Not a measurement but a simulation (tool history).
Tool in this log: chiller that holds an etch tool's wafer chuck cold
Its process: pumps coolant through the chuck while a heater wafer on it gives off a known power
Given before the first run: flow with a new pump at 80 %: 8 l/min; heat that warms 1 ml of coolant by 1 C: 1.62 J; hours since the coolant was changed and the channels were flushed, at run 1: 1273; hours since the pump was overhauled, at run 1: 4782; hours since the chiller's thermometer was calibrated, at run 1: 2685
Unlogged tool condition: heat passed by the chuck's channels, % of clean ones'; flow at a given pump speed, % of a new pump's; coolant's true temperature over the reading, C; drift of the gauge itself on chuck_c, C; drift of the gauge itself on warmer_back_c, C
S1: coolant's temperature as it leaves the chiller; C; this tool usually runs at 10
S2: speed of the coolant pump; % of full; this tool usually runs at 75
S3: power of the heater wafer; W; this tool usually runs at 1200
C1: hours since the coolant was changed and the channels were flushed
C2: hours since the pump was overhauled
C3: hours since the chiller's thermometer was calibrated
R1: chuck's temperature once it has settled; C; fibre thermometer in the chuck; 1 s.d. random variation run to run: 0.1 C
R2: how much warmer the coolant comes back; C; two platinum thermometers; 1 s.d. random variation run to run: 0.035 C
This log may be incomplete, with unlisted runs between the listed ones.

run 1 day=0.000 | S1=10 S2=75 S3=1200 | C1=1273 C2=4782 C3=2685 | R1=21.0 R2=5.93
run 2 day=4.742 | S1=10 S2=75 S3=1200 | C1=1387 C2=4896 C3=2799 | R1=21.2 R2=6.00
run 3 day=13.438 | S1=10 S2=75 S3=1200 | C1=1595 C2=5105 C3=3008 | R1=21.0 R2=5.91
run 4 day=22.042 | S1=10 S2=75 S3=1530 | C1=1802 C2=5311 C3=3214 | R1=23.9 R2=7.58
run 5 day=28.788 | S1=7 S2=75 S3=1200 | C1=1964 C2=5473 C3=3376 | R1=18.1 R2=5.86
run 6 day=35.304 | S1=7 S2=75 S3=1472 | C1=2120 C2=5629 C3=3533 | R1=20.4 R2=7.24
run 7 day=44.392 | S1=7 S2=75 S3=1472 | C1=2338 C2=5848 C3=3751 | R1=20.5 R2=7.23
run 8 day=48.442 | S1=7 S2=75 S3=1472 | C1=2435 C2=5945 C3=3848 | R1=20.4 R2=7.21
run 9 day=54.742 | S1=7 S2=75 S3=1472 | C1=2587 C2=6096 C3=3999 | R1=20.6 R2=7.15
run 10 day=61.283 | S1=7 S2=75 S3=1282 | C1=2743 C2=6253 C3=4156 | R1=18.8 R2=6.17
run 11 day=67.583 | S1=7 S2=75 S3=1282 | C1=2895 C2=6404 C3=4307 | R1=18.8 R2=6.19
run 12 day=76.146 | S1=7 S2=75 S3=1282 | C1=3100 C2=6610 C3=4513 | R1=18.7 R2=6.19
run 13 day=85.650 | S1=7 S2=75 S3=1282 | C1=3328 C2=6838 C3=4741 | R1=18.9 R2=6.05
-- day=90.571 chiller's thermometer calibrated
run 14 day=91.633 | S1=10 S2=75 S3=785 | C1=3471 C2=6980 C3=25 | R1=17.3 R2=3.58
-- day=98.429 coolant changed, channels flushed
run 15 day=98.429 | S1=10 S2=75 S3=1200 | C1=0 C2=7137 C3=183 | R1=21.0 R2=5.66
run 16 day=105.650 | S1=10 S2=75 S3=1200 | C1=173 C2=7311 C3=356 | R1=20.9 R2=5.58
-- day=113.833 gauge calibrated
run 17 day=114.283 | S1=10 S2=75 S3=1650 | C1=381 C2=7518 C3=563 | R1=25.0 R2=8.33
run 18 day=122.975 | S1=10 S2=75 S3=1200 | C1=589 C2=7726 C3=772 | R1=21.2 R2=5.97
-- day=128.675 coolant pump overhauled
run 19 day=132.342 | S1=10 S2=75 S3=1200 | C1=809 C2=88 C3=992 | R1=21.0 R2=5.96
run 20 day=140.575 | S1=3 S2=75 S3=1750 | C1=1007 C2=286 C3=1189 | R1=19.0 R2=8.61
run 21 day=150.158 | S1=3 S2=75 S3=1750 | C1=1237 C2=516 C3=1419 | R1=18.9 R2=8.66
run 22 day=159.588 | S1=3 S2=75 S3=1750 | C1=1463 C2=742 C3=1645 | R1=19.0 R2=8.55
run 23 day=168.596 | S1=3 S2=84 S3=692 | C1=1679 C2=958 C3=1862 | R1=8.8 R2=2.85
run 24 day=178.192 | S1=3 S2=84 S3=692 | C1=1909 C2=1188 C3=2092 | R1=8.7 R2=2.80
run 25 day=184.521 | S1=3 S2=64 S3=837 | C1=2061 C2=1340 C3=2244 | R1=11.8 R2=4.76
run 26 day=191.025 | S1=12 S2=76 S3=696 | C1=2217 C2=1496 C3=2400 | R1=18.5 R2=3.09
run 27 day=197.733 | S1=12 S2=76 S3=696 | C1=2378 C2=1657 C3=2561 | R1=18.3 R2=3.17
run 28 day=205.829 | S1=4 S2=83 S3=956 | C1=2573 C2=1852 C3=2755 | R1=12.0 R2=3.92
run 29 day=212.071 | S1=8 S2=86 S3=956 | C1=2722 C2=2001 C3=2905 | R1=15.6 R2=3.74
run 30 day=216.146 | S1=8 S2=86 S3=956 | C1=2820 C2=2099 C3=3003 | R1=15.9 R2=3.74
-- day=219.025 gauge calibrated
run 31 day=224.021 | S1=3 S2=75 S3=1200 | C1=3009 C2=2288 C3=3192 | R1=14.0 R2=5.98

What if the next run were any one of these 4? Each begins from the tool's condition after run 31:
run A day=231.721 | S1=3 S2=81 S3=1200 | C1=3194 C2=2473 C3=3377 | R1=? R2=?
run B day=231.721 | S1=10 S2=70 S3=1036 | C1=3194 C2=2473 C3=3377 | R1=? R2=?
run C day=231.721 | S1=3 S2=72 S3=732 | C1=3194 C2=2473 C3=3377 | R1=? R2=?
run D day=231.721 | S1=3 S2=75 S3=1703 | C1=3194 C2=2473 C3=3377 | R1=? R2=?

run=A R1=13.1 R2=5.47
run=B R1=20.2 R2=5.48
run=C R1=9.9 R2=3.75
run=D R1=18.8 R2=8.44
Take away the tool's hidden state, keep each run's random variation, and the runs would have read:
run=A R1=13.1 R2=5.52
run=B R1=20.2 R2=5.52
run=C R1=9.9 R2=3.79
run=D R1=18.7 R2=8.48
